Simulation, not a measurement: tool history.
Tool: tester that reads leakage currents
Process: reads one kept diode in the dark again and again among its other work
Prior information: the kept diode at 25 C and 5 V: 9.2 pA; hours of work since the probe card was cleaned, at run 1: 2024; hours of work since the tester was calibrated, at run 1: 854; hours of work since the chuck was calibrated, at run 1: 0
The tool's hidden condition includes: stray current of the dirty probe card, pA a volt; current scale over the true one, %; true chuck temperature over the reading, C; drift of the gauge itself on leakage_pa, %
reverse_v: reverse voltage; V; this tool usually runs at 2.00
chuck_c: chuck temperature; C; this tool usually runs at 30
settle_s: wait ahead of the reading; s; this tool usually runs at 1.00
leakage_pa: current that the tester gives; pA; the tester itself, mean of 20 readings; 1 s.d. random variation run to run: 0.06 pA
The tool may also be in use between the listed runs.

run   hour  reverse_v  chuck_c  settle_s  hours of work since the probe card was cleaned  hours of work since the tester was calibrated  hours of work since the chuck was calibrated  leakage_pa
  1    0.0       2.00       30      1.00                                            2024                                            854                                             0       12.60
  2   18.3       2.00       30      1.00                                            2037                                            867                                            13       12.64
  3   35.9       2.00       30      1.00                                            2049                                            879                                            25       12.63
  4   70.0       2.00       30      1.00                                            2072                                            902                                            48       12.75
  5  104.4       7.32       30      1.00                                            2096                                            926                                            72       23.91
  6  120.1       7.32       30      1.00                                            2106                                            937                                            82       23.92
  7  156.3       9.84       30      1.00                                            2131                                            962                                           107       28.32
  8  181.6       9.84       30      1.00                                            2149                                            979                                           125       28.38
  9  197.8       9.84       30      1.00                                            2160                                            990                                           136       28.46
 10  227.1       2.00       30      1.00                                            2180                                           1010                                           156       12.87
 11  257.7       2.00       30      1.00                                            2201                                           1031                                           177       13.00
 12  277.2       2.00       30      1.00                                            2214                                           1045                                           190       13.06
 13  293.4       2.00       30      1.00                                            2225                                           1056                                           201       13.18
 14  330.3       2.41       30      1.00                                            2251                                           1081                                           227       14.06
 15  347.6       2.00       30      1.00                                            2263                                           1093                                           239       13.07
 16  364.7       2.00       30      1.00                                            2274                                           1105                                           250       13.06
 17  391.0       2.00       30      1.00                                            2292                                           1123                                           268       13.17
 18  421.3       2.00       30      1.00                                            2313                                           1144                                           289       13.15
 19  441.3       2.00       30      1.00                                            2327                                           1157                                           303       13.13
 20  475.0      16.32       30      1.00                                            2350                                           1180                                           326       39.60
     480.2  -- tester calibrated
     492.5  -- probe card cleaned and baked
 21  504.1       8.01       30      1.00                                               8                                             14                                           343       19.34
 22  536.6       2.00       49      1.00                                              30                                             37                                           365       57.50
 23  559.8       1.78       52      1.02                                              46                                             53                                           381       70.76
 24  577.6       7.19       52      1.02                                              58                                             65                                           393      114.17
 25  607.1       7.19       52      1.02                                              79                                             85                                           413      114.61
 26  623.6       3.38       21      3.40                                              90                                             96                                           425        6.11
 27  659.9       3.38       21      3.40                                             115                                            121                                           450        6.09
     671.8  -- tester calibrated, once more
 28  683.4       1.11       52      0.71                                             130                                              8                                           464       60.56
 29  698.6       1.11       52      2.54                                             140                                             18                                           475       60.50
 30  722.3       9.75       36      2.33                                             156                                             35                                           491       34.81
 31  744.9       9.75       20      1.93                                             172                                             50                                           507        9.29
 32  770.4       9.75       20      1.93                                             189                                             68                                           524        9.26
 33  797.7       3.97       20      0.33                                             208                                             86                                           543        7.85
 34  824.8       3.97       38      0.33                                             227                                            105                                           561       31.60
 35  841.1       3.97       43      4.64                                             238                                            116                                           573       45.33
 36  871.5       3.97       43      4.64                                             259                                            137                                           594       45.79
 37  896.4       3.97       43      4.64                                             276                                            154                                           611       45.76
 38  913.9       3.97       43      4.64                                             288                                            166                                           623       45.80
 39  938.6       3.97       43      4.64                                             305                                            183                                           640       46.01

5 options for the next run, each taken on its own from the tool as it stands now. Forecast them:
  A  964.9       3.89       43      4.64                                             323                                            201                                           658           ?
  B  964.9       3.97       21      6.97                                             323                                            201                                           658           ?
  C  964.9       1.78       43      4.64                                             323                                            201                                           658           ?
  D  964.9       2.93       48      4.34                                             323                                            201                                           658           ?
  E  964.9       2.00       30      0.52                                             323                                            201                                           658           ?

run  leakage_pa
  A       45.62
  B        6.88
  C       34.73
  D       62.34
  E       12.28
Stripped of hidden state, with their random variation kept, the same runs would have yielded:
run  leakage_pa
  A       42.21
  B        5.93
  C       32.26
  D       58.07
  E       11.22
